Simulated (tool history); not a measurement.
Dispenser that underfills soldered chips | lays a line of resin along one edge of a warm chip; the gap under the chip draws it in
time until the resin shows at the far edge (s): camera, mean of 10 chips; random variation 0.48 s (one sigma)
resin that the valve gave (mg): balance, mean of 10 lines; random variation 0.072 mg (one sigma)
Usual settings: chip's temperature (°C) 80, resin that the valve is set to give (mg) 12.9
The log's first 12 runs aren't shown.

run   hour  chip's temperature (°C)  resin that the valve is set to give (mg)  time until the resin shows at the far edge (s)  resin that the valve gave (mg)
      71.2  -- new syringe of resin
 13   76.4                       80                                      12.9                                            46.7                           12.19
 14   80.3                       68                                      12.9                                            82.7                           12.12
      83.3  -- new syringe of resin
 15   84.8                       68                                      12.9                                            66.3                           12.12
 16   90.9                       68                                      12.9                                            79.8                           12.11
      95.3  -- new syringe of resin
 17   95.3                       68                                      12.9                                            63.2                           12.09
 18   99.0                       80                                      12.9                                            45.3                           12.11
 19  103.7                       71                                      15.3                                            71.8                           14.26
     107.2  -- new syringe of resin
 20  108.6                       73                                      16.0                                            55.8                           14.83
 21  115.5                       73                                      16.0                                            65.7                           14.83
     119.4  -- new syringe of resin
 22  121.7                       67                                      13.3                                            71.5                           12.26
     126.1  -- dispensing valve cleaned and set on the balance
 23  126.5                       80                                      12.3                                            48.3                           12.40
 24  130.3                       80                                      12.3                                            54.5                           12.27
     132.5  -- new syringe of resin
 25  138.8                       73                                      12.2                                            63.3                           12.05
     144.7  -- new syringe of resin
 26  147.1                       76                                      13.3                                            49.8                           13.16
 27  155.2                       94                                      15.8                                            32.2                           15.51
     156.7  -- new syringe of resin
 28  160.2                       87                                      14.6                                            33.7                           14.37
 29  165.9                       80                                      12.2                                            51.4                           11.92
     169.0  -- new syringe of resin
 30  175.0                       93                                      13.2                                            30.6                           12.85
     180.9  -- new syringe of resin
 31  184.0                       84                                      15.6                                            39.3                           15.16
     193.0  -- new syringe of resin
 32  193.2                       78                                      16.0                                            44.7                           15.53
 33  200.1                       68                                      14.3                                            78.3                           13.78
     205.3  -- new syringe of resin
 34  206.8                       68                                      14.3                                            69.2                           13.86
 35  212.7                       68                                      15.6                                            81.0                           14.98
     217.2  -- new syringe of resin
 36  221.0                       85                                      11.8                                            39.0                           11.24

Forecast each of these 3 alternatives for the next run:
  A  226.2                       92                                      12.9                                               ?                               ?
  B  226.2                       85                                      14.0                                               ?                               ?
  C  226.2                       93                                      12.9                                               ?                               ?

run  time until the resin shows at the far edge (s)  resin that the valve gave (mg)
  A                                            34.1                           12.43
  B                                            44.3                           13.37
  C                                            33.4                           12.25
Without the tool's hidden state the same runs would have given:
run  time until the resin shows at the far edge (s)  resin that the valve gave (mg)
  A                                            24.4                           13.01
  B                                            31.8                           13.99
  C                                            23.9                           12.81
